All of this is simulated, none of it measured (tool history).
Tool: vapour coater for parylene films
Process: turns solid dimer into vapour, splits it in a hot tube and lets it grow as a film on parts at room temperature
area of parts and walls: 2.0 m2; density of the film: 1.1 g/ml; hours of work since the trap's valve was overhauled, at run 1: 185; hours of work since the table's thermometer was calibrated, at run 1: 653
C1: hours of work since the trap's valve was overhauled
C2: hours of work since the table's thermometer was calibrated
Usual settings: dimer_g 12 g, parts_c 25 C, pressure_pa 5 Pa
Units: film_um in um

run 1 hour=0 | dimer_g=12 parts_c=25 pressure_pa=5 | C1=185 C2=653 | film_um=2.68
run 2 hour=34.4 | dimer_g=12 parts_c=25 pressure_pa=5 | C1=207 C2=675 | film_um=2.68
-- hour=41.8 trap's valve overhauled
run 3 hour=72.7 | dimer_g=12 parts_c=25 pressure_pa=5 | C1=20 C2=697 | film_um=2.68
run 4 hour=110.8 | dimer_g=12 parts_c=25 pressure_pa=5 | C1=45 C2=722 | film_um=2.69
run 5 hour=159.9 | dimer_g=12 parts_c=25 pressure_pa=5 | C1=77 C2=754 | film_um=2.68
run 6 hour=186.2 | dimer_g=12 parts_c=21 pressure_pa=5 | C1=94 C2=771 | film_um=3.02
run 7 hour=218 | dimer_g=16 parts_c=28 pressure_pa=2.24 | C1=114 C2=792 | film_um=3.4
run 8 hour=270.6 | dimer_g=7 parts_c=25 pressure_pa=2.24 | C1=149 C2=826 | film_um=1.62
run 9 hour=296.1 | dimer_g=7 parts_c=25 pressure_pa=2.24 | C1=165 C2=842 | film_um=1.63
run 10 hour=330 | dimer_g=7 parts_c=25 pressure_pa=2.24 | C1=187 C2=864 | film_um=1.61
-- hour=368.2 trap's valve overhauled
run 11 hour=371.6 | dimer_g=9 parts_c=25 pressure_pa=2.24 | C1=2 C2=889 | film_um=2.11
run 12 hour=417.3 | dimer_g=9 parts_c=29 pressure_pa=2.24 | C1=32 C2=918 | film_um=1.84

5 ways to go on from here, each from the tool as it stands after run 12. What would each give?
run A hour=469.6 | dimer_g=9 parts_c=22 pressure_pa=2.24 | C1=66 C2=952 | film_um=?
run B hour=469.6 | dimer_g=10 parts_c=23 pressure_pa=2.05 | C1=66 C2=952 | film_um=?
run C hour=469.6 | dimer_g=12 parts_c=31 pressure_pa=4.13 | C1=66 C2=952 | film_um=?
run D hour=469.6 | dimer_g=14 parts_c=29 pressure_pa=4.98 | C1=66 C2=952 | film_um=?
run E hour=469.6 | dimer_g=9 parts_c=37 pressure_pa=5.97 | C1=66 C2=952 | film_um=?

run=A film_um=2.29
run=B film_um=2.48
run=C film_um=2.25
run=D film_um=2.73
run=E film_um=1.4
Without the tool's hidden state the same runs would have given:
run=A film_um=2.31
run=B film_um=2.5
run=C film_um=2.27
run=D film_um=2.75
run=E film_um=1.41
